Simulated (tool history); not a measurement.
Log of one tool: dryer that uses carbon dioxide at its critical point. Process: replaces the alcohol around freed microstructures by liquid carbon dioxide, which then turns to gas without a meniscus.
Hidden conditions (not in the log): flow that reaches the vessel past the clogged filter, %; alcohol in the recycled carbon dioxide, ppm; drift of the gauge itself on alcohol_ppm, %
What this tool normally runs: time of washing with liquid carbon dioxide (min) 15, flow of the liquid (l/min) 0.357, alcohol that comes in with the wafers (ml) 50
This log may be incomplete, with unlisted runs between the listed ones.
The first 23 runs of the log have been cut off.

run	hour	time of washing with liquid carbon dioxide (min)	flow of the liquid (l/min)	alcohol that comes in with the wafers (ml)	hours of work since the filter was changed	hours of work since the purifier's bed was changed	alcohol left in the vessel before it's heated (ppm by volume)
24	699.7	10	0.272	38	185	133	4112
25	718.4	15	0.235	50	195	143	2928
26	756.6	15	0.313	50	216	164	1149
27	774.8	15	0.313	50	226	174	1123
28	810.7	15	0.282	50	245	193	1708
29	850.6	16	0.512	23	267	215	68
30	879.9	15	0.357	42	283	231	590
31	898	23	0.467	82	293	241	56
32	930.8	17	0.357	27	311	259	260
33	969.8	17	0.357	27	332	280	283
34	996.8	9	0.327	39	347	295	3808
35	1016.1	9	0.327	39	357	305	3894
36	1058.7	15	0.464	31	381	329	186
37	1088.8	15	0.453	98	397	345	509

Forecast each of these 4 alternatives for the next run:
A	1107.9	9	0.233	50	408	356	?
B	1107.9	15	0.453	31	408	356	?
C	1107.9	14	0.483	86	408	356	?
D	1107.9	16	0.357	50	408	356	?

run	alcohol left in the vessel before it's heated (ppm by volume)
A	10187
B	213
C	451
D	654
With the hidden condition removed and each run's random variation left untouched, the same runs would have given:
run	alcohol left in the vessel before it's heated (ppm by volume)
A	8441
B	78
C	210
D	353
